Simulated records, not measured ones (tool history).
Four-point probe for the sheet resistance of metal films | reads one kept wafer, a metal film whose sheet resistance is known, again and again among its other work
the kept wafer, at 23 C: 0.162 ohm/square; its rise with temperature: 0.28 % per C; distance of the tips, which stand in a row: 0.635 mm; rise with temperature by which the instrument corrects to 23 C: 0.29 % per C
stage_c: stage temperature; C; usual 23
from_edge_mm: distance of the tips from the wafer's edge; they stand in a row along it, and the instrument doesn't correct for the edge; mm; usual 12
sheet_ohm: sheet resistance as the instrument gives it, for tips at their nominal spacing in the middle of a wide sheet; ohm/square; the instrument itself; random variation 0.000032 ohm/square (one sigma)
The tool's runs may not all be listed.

run,hour,stage_c,from_edge_mm,sheet_ohm
1,0,23,12,0.162215
2,32.8,23,12,0.162209
3,54.3,23,12,0.16219
4,77.8,28,12,0.162136
5,106.1,28,12,0.162108
6,129.4,23,12,0.162203
7,159.9,23,12,0.16225
8,176.3,23,12,0.16223
9,198.4,23,12,0.162291
10,216.9,23,12,0.162195
11,251.9,23,12,0.162227
12,277,23,12,0.162272
13,308.1,23,12,0.16238
14,338.9,23,12,0.162328
15,355.6,32,45,0.161987
16,389,23,4,0.164229
17,416.5,19,16,0.162221
18,451,25,13,0.16222
19,467.3,26,10,0.162432
20,502,26,10,0.162393
21,519.4,25,3,0.165843
22,549.5,24,8,0.162644
23,577,29,10,0.162436
24,591.4,29,10,0.162416
25,620.4,26,25,0.162174
26,648.8,18,4,0.164387

Forecast each of these 4 alternatives for the next run:
A,676.1,23,4,?
B,676.1,18,11,?
C,676.1,19,29,?
D,676.1,23,6,?

run,sheet_ohm
A,0.164317
B,0.162456
C,0.162263
D,0.163211
Without the tool's hidden state the same runs would have given:
run,sheet_ohm
A,0.164152
B,0.162291
C,0.162099
D,0.163047
